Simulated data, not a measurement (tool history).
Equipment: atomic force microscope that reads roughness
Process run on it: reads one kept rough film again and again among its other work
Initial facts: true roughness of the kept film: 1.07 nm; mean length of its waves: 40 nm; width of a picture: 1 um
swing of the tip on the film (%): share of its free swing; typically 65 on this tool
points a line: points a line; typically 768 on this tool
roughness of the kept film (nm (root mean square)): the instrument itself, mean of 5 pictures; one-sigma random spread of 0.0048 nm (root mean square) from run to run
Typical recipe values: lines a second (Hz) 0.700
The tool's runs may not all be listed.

| run | day | lines a second (Hz) | swing of the tip on the film (%) | points a line | roughness of the kept film (nm (root mean square)) |
|---|---|---|---|---|---|
| 1 | 0.000 | 0.700 | 65 | 768 | 1.039 |
| 2 | 0.400 | 0.700 | 65 | 768 | 1.035 |
| 3 | 0.617 | 0.700 | 65 | 301 | 1.026 |
| 4 | 1.054 | 0.700 | 65 | 301 | 1.032 |
| 5 | 1.504 | 1.724 | 65 | 301 | 1.001 |
| 6 | 2.012 | 3.192 | 75 | 998 | 0.942 |
| 7 | 2.412 | 0.700 | 80 | 950 | 1.018 |
| 8 | 2.750 | 0.700 | 80 | 950 | 1.022 |
| 9 | 3.025 | 1.218 | 80 | 563 | 0.987 |
|  | 3.275 | new tip fitted |
| 10 | 3.421 | 0.517 | 78 | 330 | 1.025 |

What if the next run were any one of these 4? Each begins from the tool's condition after run 10:
| A | 3.858 | 0.805 | 65 | 330 | ? |
| B | 3.858 | 0.600 | 61 | 768 | ? |
| C | 3.858 | 0.700 | 58 | 768 | ? |
| D | 3.858 | 0.517 | 68 | 330 | ? |

| run | roughness of the kept film (nm (root mean square)) |
|---|---|
| A | 1.031 |
| B | 1.038 |
| C | 1.044 |
| D | 1.041 |
With the hidden condition removed and each run's random variation left untouched, the same runs would have given:
| run | roughness of the kept film (nm (root mean square)) |
|---|---|
| A | 1.031 |
| B | 1.038 |
| C | 1.044 |
| D | 1.041 |
